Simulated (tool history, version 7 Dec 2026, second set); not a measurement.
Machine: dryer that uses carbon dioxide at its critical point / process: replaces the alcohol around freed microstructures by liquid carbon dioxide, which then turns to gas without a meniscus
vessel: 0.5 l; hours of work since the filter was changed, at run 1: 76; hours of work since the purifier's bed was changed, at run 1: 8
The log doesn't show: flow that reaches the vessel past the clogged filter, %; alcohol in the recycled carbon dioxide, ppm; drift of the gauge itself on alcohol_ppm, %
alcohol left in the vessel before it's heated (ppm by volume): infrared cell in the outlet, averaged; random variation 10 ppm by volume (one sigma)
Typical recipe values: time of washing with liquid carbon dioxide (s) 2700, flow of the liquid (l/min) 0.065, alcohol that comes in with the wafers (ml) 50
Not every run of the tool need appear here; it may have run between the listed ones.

run    hour  time of washing with liquid carbon dioxide (s)  flow of the liquid (l/min)  alcohol that comes in with the wafers (ml)  hours of work since the filter was changed  hours of work since the purifier's bed was changed  alcohol left in the vessel before it's heated (ppm by volume)
  1       0                                            2700                       0.065                                          50                                          76                                                   8                                                            611
  2    22.9                                            2700                       0.065                                          50                                          93                                                  25                                                            645
  3    63.5                                            2700                       0.065                                          50                                         125                                                  57                                                            667
  4    92.8                                            2700                       0.065                                          50                                         147                                                  80                                                            675
  5   117.2                                            2700                       0.065                                          40                                         166                                                  99                                                            581
  6   164.1                                            2700                       0.065                                          50                                         203                                                 135                                                            743
  7   188.2                                            2700                       0.065                                          50                                         221                                                 154                                                            731
  8   221.1                                            2700                      0.0992                                          50                                         247                                                 179                                                            130
  9   251.7                                            2700                      0.0992                                          50                                         271                                                 203                                                            120
 10   303.2                                            2700                      0.0992                                          50                                         311                                                 243                                                            158
 11   355.4                                            2700                      0.0992                                          50                                         351                                                 283                                                            176
 12     381                                            2700                       0.065                                          64                                         371                                                 303                                                           1031
 13   430.1                                            2700                       0.108                                          50                                         409                                                 341                                                            174
 14     463                                            2700                      0.0778                                          50                                         434                                                 367                                                            441
 15   495.9                                            2700                      0.0778                                          50                                         460                                                 392                                                            469
 16   532.8                                            2700                      0.0414                                          50                                         488                                                 421                                                           5389
 17   566.6                                            2700                      0.0414                                          50                                         515                                                 447                                                           5261
 18   602.8                                            2700                       0.065                                          61                                         543                                                 475                                                           1239
      650.6  -- inlet filter changed
 19   656.5                                            2700                       0.065                                          61                                           5                                                 516                                                            945
 20   682.5                                            2700                       0.065                                          61                                          25                                                 536                                                            955
 21   734.5                                            2700                       0.065                                          50                                          65                                                 576                                                            859
      770.2  -- purifier's bed changed
 22   776.5                                            2700                       0.065                                          50                                          95                                                   5                                                            609
 23   823.1                                            2700                       0.065                                          50                                         131                                                  41                                                            650
 24   849.7                                            2700                       0.065                                          50                                         152                                                  62                                                            636
 25   871.8                                            2700                       0.065                                          50                                         169                                                  79                                                            679
 26   901.7                                            2700                       0.065                                          50                                         192                                                 102                                                            686
 27   940.3                                            1740                       0.065                                          51                                         222                                                 132                                                           4117
 28     982                                            3240                      0.0523                                          80                                         254                                                 164                                                           1500
 29  1008.6                                            3240                      0.0485                                          27                                         275                                                 185                                                            800
 30  1048.3                                            1980                      0.0439                                          50                                         306                                                 215                                                           9612
 31  1100.6                                            2700                      0.0513                                          60                                         346                                                 256                                                           2693
 32  1131.3                                            2700                       0.074                                          93                                         370                                                 280                                                            794
 33  1184.1                                            1860                      0.0475                                          38                                         411                                                 321                                                           7203
 34  1232.3                                            1860                      0.0475                                          38                                         448                                                 358                                                           6977
 35  1275.2                                            1860                      0.0443                                          27                                         482                                                 391                                                           6052
 36  1298.5                                            1860                      0.0564                                          84                                         500                                                 409                                                          10158
 37  1342.1                                            1860                      0.0564                                          84                                         534                                                 443                                                          10223
 38  1369.3                                            1860                      0.0564                                          84                                         555                                                 464                                                           9840
 39  1394.3                                            1860                      0.0564                                          84                                         574                                                 484                                                          10244
     1399.7  -- inlet filter changed
 40  1440.4                                            2700                      0.0845                                          50                                          32                                                 519                                                            334
 41  1487.4                                            2700                      0.0642                                          23                                          68                                                 555                                                            556
 42    1509                                            2700                      0.0642                                          23                                          85                                                 572                                                            538
 43  1533.9                                            3000                      0.0404                                          59                                         104                                                 591                                                           4500
     1550.8  -- purifier's bed changed
 44  1570.2                                            3000                       0.065                                          70                                         130                                                  15                                                            507
 45  1604.1                                            3000                       0.065                                          70                                         156                                                  41                                                            540
 46  1635.4                                            3900                      0.0614                                          99                                         180                                                  66                                                            244
 47  1678.2                                            3900                      0.0614                                          99                                         214                                                  99                                                            272
 48  1714.2                                            3900                      0.0614                                          35                                         241                                                 127                                                            141

Here are 3 independent what-if runs from the current tool condition. What would each one return?
  A  1766.9                                            3660                      0.0785                                          89                                         282                                                 167                                                              ?
  B  1766.9                                            3900                      0.0792                                          35                                         282                                                 167                                                              ?
  C  1766.9                                            3900                      0.0614                                          38                                         282                                                 167                                                              ?

run  alcohol left in the vessel before it's heated (ppm by volume)
  A                                                            131
  B                                                             94
  C                                                            183
The same runs, with their run-to-run variation unchanged, on a tool lacking any hidden condition would have given:
run  alcohol left in the vessel before it's heated (ppm by volume)
  A                                                             40
  B                                                             14
  C                                                             83
